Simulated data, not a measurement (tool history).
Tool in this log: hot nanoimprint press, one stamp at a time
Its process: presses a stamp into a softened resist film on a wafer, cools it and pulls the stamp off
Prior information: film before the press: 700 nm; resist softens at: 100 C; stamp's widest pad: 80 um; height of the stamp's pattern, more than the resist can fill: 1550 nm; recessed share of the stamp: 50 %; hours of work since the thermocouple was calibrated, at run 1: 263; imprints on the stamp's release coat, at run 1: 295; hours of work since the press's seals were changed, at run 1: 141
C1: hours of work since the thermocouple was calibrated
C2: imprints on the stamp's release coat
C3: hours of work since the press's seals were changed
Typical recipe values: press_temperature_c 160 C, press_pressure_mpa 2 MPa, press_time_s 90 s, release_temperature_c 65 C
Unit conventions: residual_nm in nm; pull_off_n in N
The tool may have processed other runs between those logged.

{"run": 1, "hour": 0.0, "press_temperature_c": 160, "press_pressure_mpa": 2, "press_time_s": 90, "release_temperature_c": 65, "C1": 263, "C2": 295, "C3": 141, "residual_nm": 295.7, "pull_off_n": 238}
{"run": 2, "hour": 4.1, "press_temperature_c": 165, "press_pressure_mpa": 2, "press_time_s": 90, "release_temperature_c": 65, "C1": 266, "C2": 314, "C3": 144, "residual_nm": 255.2, "pull_off_n": 233}
{"run": 3, "hour": 9.0, "press_temperature_c": 165, "press_pressure_mpa": 2, "press_time_s": 90, "release_temperature_c": 65, "C1": 270, "C2": 335, "C3": 148, "residual_nm": 251.9, "pull_off_n": 234}
{"run": 4, "hour": 18.8, "press_temperature_c": 160, "press_pressure_mpa": 2, "press_time_s": 82, "release_temperature_c": 65, "C1": 277, "C2": 379, "C3": 155, "residual_nm": 304.2, "pull_off_n": 245}
{"run": 5, "hour": 25.6, "press_temperature_c": 160, "press_pressure_mpa": 2, "press_time_s": 90, "release_temperature_c": 65, "C1": 282, "C2": 409, "C3": 160, "residual_nm": 295.6, "pull_off_n": 254}
{"run": 6, "hour": 32.5, "press_temperature_c": 160, "press_pressure_mpa": 2, "press_time_s": 90, "release_temperature_c": 55, "C1": 287, "C2": 440, "C3": 165, "residual_nm": 296.6, "pull_off_n": 273}
{"run": 7, "hour": 42.0, "press_temperature_c": 160, "press_pressure_mpa": 2, "press_time_s": 90, "release_temperature_c": 55, "C1": 293, "C2": 482, "C3": 171, "residual_nm": 292.4, "pull_off_n": 277}
{"run": 8, "hour": 51.2, "press_temperature_c": 153, "press_pressure_mpa": 2, "press_time_s": 76, "release_temperature_c": 65, "C1": 300, "C2": 523, "C3": 178, "residual_nm": 385.4, "pull_off_n": 248}
{"run": 9, "hour": 58.5, "press_temperature_c": 153, "press_pressure_mpa": 2, "press_time_s": 76, "release_temperature_c": 65, "C1": 305, "C2": 555, "C3": 183, "residual_nm": 382.6, "pull_off_n": 248}
{"run": 10, "hour": 66.9, "press_temperature_c": 153, "press_pressure_mpa": 2, "press_time_s": 76, "release_temperature_c": 65, "C1": 311, "C2": 592, "C3": 189, "residual_nm": 383, "pull_off_n": 242}
{"run": 11, "hour": 72.5, "press_temperature_c": 153, "press_pressure_mpa": 2, "press_time_s": 76, "release_temperature_c": 65, "C1": 315, "C2": 617, "C3": 193, "residual_nm": 381.7, "pull_off_n": 246}

3 options for the next run, each taken on its own from the tool as it stands now. Forecast them:
{"run": "A", "hour": 78.4, "press_temperature_c": 153, "press_pressure_mpa": 2, "press_time_s": 76, "release_temperature_c": 65, "C1": 320, "C2": 644, "C3": 198, "residual_nm": "?", "pull_off_n": "?"}
{"run": "B", "hour": 78.4, "press_temperature_c": 153, "press_pressure_mpa": 1.57, "press_time_s": 63, "release_temperature_c": 55, "C1": 320, "C2": 644, "C3": 198, "residual_nm": "?", "pull_off_n": "?"}
{"run": "C", "hour": 78.4, "press_temperature_c": 166, "press_pressure_mpa": 2, "press_time_s": 51, "release_temperature_c": 69, "C1": 320, "C2": 644, "C3": 198, "residual_nm": "?", "pull_off_n": "?"}

run=A residual_nm=379 pull_off_n=248
run=B residual_nm=446.2 pull_off_n=281
run=C residual_nm=301.7 pull_off_n=238
Take away the tool's hidden state, keep each run's random variation, and the runs would have read:
run=A residual_nm=395.5 pull_off_n=228
run=B residual_nm=462.9 pull_off_n=258
run=C residual_nm=314.1 pull_off_n=219
